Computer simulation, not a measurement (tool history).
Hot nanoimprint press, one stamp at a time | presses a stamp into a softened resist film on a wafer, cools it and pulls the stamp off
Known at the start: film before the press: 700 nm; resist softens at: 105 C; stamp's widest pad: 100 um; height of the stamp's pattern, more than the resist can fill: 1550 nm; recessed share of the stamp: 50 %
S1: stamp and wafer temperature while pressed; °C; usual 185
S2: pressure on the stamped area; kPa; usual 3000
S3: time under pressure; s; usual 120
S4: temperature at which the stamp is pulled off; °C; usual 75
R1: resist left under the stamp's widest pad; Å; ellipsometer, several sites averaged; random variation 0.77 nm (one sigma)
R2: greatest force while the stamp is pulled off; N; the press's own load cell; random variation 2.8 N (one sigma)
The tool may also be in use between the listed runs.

| run | hour | S1 | S2 | S3 | S4 | R1 | R2 |
|---|---|---|---|---|---|---|---|
| 1 | 0 | 185 | 3000 | 120 | 75 | 3379 | 167 |
| 2 | 10.6 | 185 | 3000 | 120 | 75 | 3371 | 164 |
| 3 | 17.9 | 185 | 3000 | 120 | 75 | 3362 | 169 |
| 4 | 22.9 | 185 | 3000 | 120 | 75 | 3385 | 166 |
| 5 | 32.7 | 185 | 3000 | 120 | 75 | 3372 | 167 |
| 6 | 39.3 | 185 | 3000 | 120 | 75 | 3372 | 166 |
| 7 | 45 | 185 | 3000 | 120 | 75 | 3387 | 169 |
| 8 | 50.3 | 185 | 3000 | 120 | 65 | 3382 | 210 |
| 9 | 56.4 | 192 | 3000 | 120 | 75 | 2652 | 172 |
| 10 | 61.7 | 192 | 3000 | 120 | 75 | 2645 | 168 |
| 11 | 72.3 | 185 | 2060 | 120 | 75 | 3917 | 171 |
| 12 | 83.2 | 185 | 2060 | 120 | 75 | 3920 | 169 |
| 13 | 91.8 | 185 | 3000 | 120 | 75 | 3393 | 171 |
| 14 | 99.1 | 190 | 3000 | 120 | 75 | 2841 | 178 |
| 15 | 108.6 | 190 | 3000 | 120 | 75 | 2843 | 171 |
| 16 | 120.9 | 192 | 3140 | 229 | 62 | 1974 | 226 |
| 17 | 128.9 | 192 | 3140 | 113 | 62 | 2670 | 226 |
| 18 | 136.3 | 192 | 3140 | 113 | 62 | 2673 | 222 |
| 19 | 141.7 | 193 | 1820 | 113 | 62 | 3265 | 221 |
| 20 | 150.4 | 182 | 1820 | 113 | 62 | 4560 | 229 |
| 21 | 160.6 | 182 | 1820 | 113 | 62 | 4609 | 228 |
| 22 | 169.3 | 182 | 1820 | 113 | 62 | 4616 | 229 |
| 23 | 181.7 | 182 | 1820 | 113 | 62 | 4448 | 225 |
| 24 | 188.9 | 185 | 2340 | 97 | 70 | 3925 | 195 |
| 25 | 196.5 | 185 | 3000 | 187 | 75 | 2759 | 176 |
| 26 | 202.7 | 185 | 3000 | 187 | 75 | 2762 | 172 |
| 27 | 212.4 | 185 | 3000 | 123 | 75 | 3264 | 178 |
| 28 | 220.3 | 185 | 4610 | 120 | 75 | 2726 | 183 |
| 29 | 231.5 | 181 | 3160 | 120 | 75 | 3701 | 174 |
| 30 | 240 | 185 | 2780 | 69 | 75 | 4123 | 183 |

Taken out of this log: 2 entries between the listed runs. Where each belongs, and how the hidden state differs across it:
Between runs 20 and 21: plate thermocouple calibrated (hour 154.2)
  true temperature over the reading, C: -0.74 -> -1.23; pressure that arrives at the usual setting, %: 99.27 -> 99.25; grip of the stamp's worn release coat, % over a new coat's: 30.2 -> 30.6
  measured less the result without the state, R1: +99 -> +160 Å; R2: +55 -> +57 N
Between runs 22 and 23: plate thermocouple calibrated, once more (hour 179.2)
  true temperature over the reading, C: -1.24 -> 0.21; pressure that arrives at the usual setting, %: 99.23 -> 99.2; grip of the stamp's worn release coat, % over a new coat's: 31 -> 31.5
  measured less the result without the state, R1: +161 -> -18 Å; R2: +57 -> +53 N

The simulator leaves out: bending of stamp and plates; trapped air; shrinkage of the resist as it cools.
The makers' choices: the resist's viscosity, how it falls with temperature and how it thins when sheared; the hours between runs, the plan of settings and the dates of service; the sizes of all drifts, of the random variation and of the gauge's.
